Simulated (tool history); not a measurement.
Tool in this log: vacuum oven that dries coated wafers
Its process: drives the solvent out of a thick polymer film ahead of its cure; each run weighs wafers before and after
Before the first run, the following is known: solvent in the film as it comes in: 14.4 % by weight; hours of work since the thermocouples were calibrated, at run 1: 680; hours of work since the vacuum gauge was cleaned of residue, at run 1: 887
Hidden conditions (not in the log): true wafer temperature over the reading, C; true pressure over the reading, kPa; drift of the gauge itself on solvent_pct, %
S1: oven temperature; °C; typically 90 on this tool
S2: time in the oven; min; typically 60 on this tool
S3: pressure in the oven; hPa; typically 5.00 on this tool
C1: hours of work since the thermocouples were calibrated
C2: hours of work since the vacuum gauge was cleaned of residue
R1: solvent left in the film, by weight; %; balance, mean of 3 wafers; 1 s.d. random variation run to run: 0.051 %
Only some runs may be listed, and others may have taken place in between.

run,hour,S1,S2,S3,C1,C2,R1
1,0.0,90,60,5.00,680,887,1.14
2,13.7,90,60,5.00,691,898,1.24
3,31.3,99,60,5.00,705,912,0.48
4,63.3,87,60,5.00,730,937,1.68
5,76.4,90,60,5.00,741,948,1.25
6,105.2,80,60,5.00,764,971,3.12
7,131.9,90,60,9.07,785,992,1.42
8,153.3,90,60,9.07,802,1009,1.30
9,173.4,90,60,4.80,818,1025,1.19
10,198.8,90,60,4.80,839,1046,1.23
11,221.4,82,60,4.80,857,1064,2.62
12,246.7,103,60,5.00,877,1084,0.30
13,273.2,103,60,5.00,898,1105,0.38
14,288.1,103,60,5.00,910,1117,0.37
15,304.4,103,60,5.00,923,1130,0.36
16,330.0,90,66,5.00,944,1151,1.14
17,347.9,90,91,5.00,958,1165,0.70
18,376.8,90,38,5.00,981,1188,2.75
19,406.5,90,38,5.00,1005,1212,2.71
20,437.2,90,38,5.00,1029,1236,2.68
21,450.9,90,60,5.00,1040,1247,1.33
22,476.0,90,60,5.00,1060,1267,1.43
23,503.3,90,60,5.00,1082,1289,1.34
24,535.5,84,60,5.00,1108,1315,2.46
25,563.9,99,60,5.00,1131,1338,0.50
26,587.2,99,60,5.00,1149,1356,0.65
27,614.0,99,60,5.00,1171,1378,0.51
28,638.9,90,93,11.61,1191,1398,0.99
29,664.9,86,51,16.14,1212,1418,3.20
30,688.1,96,31,5.00,1230,1437,2.28
31,708.5,75,77,19.27,1246,1453,4.48
32,735.8,103,77,3.16,1268,1475,0.26
33,763.5,103,77,3.16,1290,1497,0.28
34,794.9,101,85,9.43,1315,1522,0.51
35,813.8,95,85,2.64,1331,1537,0.47
36,836.4,92,41,17.35,1349,1556,2.58
# hour 853.8: vacuum gauge cleaned of residue and calibrated
37,861.4,88,98,4.41,1367,6,0.68
38,889.3,90,36,5.00,1390,28,2.94
39,906.5,90,36,5.00,1404,42,2.96
40,921.5,94,60,5.00,1416,54,0.79
41,946.8,98,62,7.10,1436,74,0.52
42,969.2,98,62,7.10,1454,92,0.48
43,992.5,87,39,9.61,1472,111,3.45
44,1016.0,98,93,3.07,1491,130,0.21
45,1044.0,84,106,11.06,1513,152,1.11
46,1075.2,84,106,11.06,1538,177,1.15
47,1088.6,84,106,11.06,1549,188,1.06

Hidden state at the last listed run before each entry between runs and at the first one after, where it differs:
After run 36, before run 37: vacuum gauge cleaned of residue and calibrated (hour 853.8)
  true wafer temperature over the reading, C: -2.21 -> -2.25; true pressure over the reading, kPa: 0.745 -> 0.013
  difference, measured minus the result without the unlogged condition, R1: +0.65 -> +0.14 %

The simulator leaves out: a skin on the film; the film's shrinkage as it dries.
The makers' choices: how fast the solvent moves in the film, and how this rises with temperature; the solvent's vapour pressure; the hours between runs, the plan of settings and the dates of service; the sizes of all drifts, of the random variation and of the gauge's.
